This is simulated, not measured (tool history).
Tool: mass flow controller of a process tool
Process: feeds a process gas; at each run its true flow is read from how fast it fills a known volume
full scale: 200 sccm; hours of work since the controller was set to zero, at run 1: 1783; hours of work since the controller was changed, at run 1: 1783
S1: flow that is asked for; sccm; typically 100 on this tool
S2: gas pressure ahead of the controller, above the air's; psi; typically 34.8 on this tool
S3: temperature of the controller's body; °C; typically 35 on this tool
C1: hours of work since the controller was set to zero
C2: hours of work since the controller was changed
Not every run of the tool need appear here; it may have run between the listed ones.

Run 1, hour 0: usual settings; C1 1783; C2 1783. Result: true flow (%) 98.8.
Run 2, hour 210.5: usual settings; C1 1847; C2 1847. Result: true flow (%) 98.95.
Run 3, hour 341.2: usual settings; C1 1887; C2 1887. Result: true flow (%) 99.08.
Run 4, hour 531.9: usual settings; C1 1945; C2 1945. Result: true flow (%) 99.38.
Run 5, hour 690: usual settings; C1 1993; C2 1993. Result: true flow (%) 99.45.
Run 6, hour 828.8: usual settings; C1 2036; C2 2036. Result: true flow (%) 99.53.
Run 7, hour 1124.8: usual settings; C1 2126; C2 2126. Result: true flow (%) 99.95.
Run 8, hour 1386.7: usual settings; C1 2206; C2 2206. Result: true flow (%) 100.03.
Run 9, hour 1662.8: usual settings but S3 28 °C; C1 2290; C2 2290. Result: true flow (%) 100.97.
Run 10, hour 1810.5: usual settings but S3 27 °C; C1 2335; C2 2335. Result: true flow (%) 100.93.
Run 11, hour 2085.8: usual settings but S3 27 °C; C1 2419; C2 2419. Result: true flow (%) 101.2.
Run 12, hour 2329.5: usual settings but S1 71 sccm, S2 40.6 psi, S3 32 °C; C1 2494; C2 2494. Result: true flow (%) 101.31.
Run 13, hour 2504: usual settings but S1 71 sccm, S2 40.6 psi, S3 32 °C; C1 2547; C2 2547. Result: true flow (%) 101.33.
At hour 2641.9: gauge calibrated.
Run 14, hour 2789: usual settings but S1 59 sccm, S2 30.6 psi, S3 28 °C; C1 2634; C2 2634. Result: true flow (%) 98.79.
Run 15, hour 2991.2: usual settings but S1 59 sccm, S2 30.6 psi, S3 28 °C; C1 2696; C2 2696. Result: true flow (%) 99.07.
Run 16, hour 3192.7: usual settings but S1 169 sccm, S2 31.9 psi, S3 24 °C; C1 2757; C2 2757. Result: true flow (%) 100.41.
Run 17, hour 3398.6: usual settings but S1 169 sccm, S2 31.9 psi, S3 24 °C; C1 2820; C2 2820. Result: true flow (%) 100.69.
Run 18, hour 3667.3: usual settings but S1 169 sccm, S2 31.9 psi, S3 24 °C; C1 2902; C2 2902. Result: true flow (%) 100.96.
Run 19, hour 3847.6: usual settings but S1 21 sccm, S2 27 psi, S3 31 °C; C1 2957; C2 2957. Result: true flow (%) 99.22.
Run 20, hour 4071.8: usual settings but S1 21 sccm, S2 27 psi, S3 31 °C; C1 3026; C2 3026. Result: true flow (%) 99.59.
Run 21, hour 4233.9: usual settings but S3 20 °C; C1 3075; C2 3075. Result: true flow (%) 101.28.
Run 22, hour 4535.9: usual settings but S3 20 °C; C1 3167; C2 3167. Result: true flow (%) 101.56.

A few steps of true flow (%) between consecutive runs. Split each: what settings, incoming material and random variation would produce without the hidden state, and what is left over for the hidden state, along with gauge scatter present in only one of the two compared results (measured, and without hidden state):
Hidden conditions of the tool in this case: flow at rest that the sensor doesn't see, % of full scale; true flow over the shown one, %; drift of the gauge itself on true_pct, %.
Run 13 -> 14: S1 71 -> 59, S2 40.6 -> 30.6, S3 32 -> 28, gauge calibrated. true flow (%) -2.54: hidden state -2.3, all else -0.24.
Run 18 -> 19: S1 169 -> 21, S2 31.9 -> 27, S3 24 -> 31. true flow (%) -1.74: hidden state +0.13, all else -1.87.
Run 21 -> 22: nothing adjusted, nothing logged. true flow (%) +0.28: hidden state +0.3, all else -0.02.

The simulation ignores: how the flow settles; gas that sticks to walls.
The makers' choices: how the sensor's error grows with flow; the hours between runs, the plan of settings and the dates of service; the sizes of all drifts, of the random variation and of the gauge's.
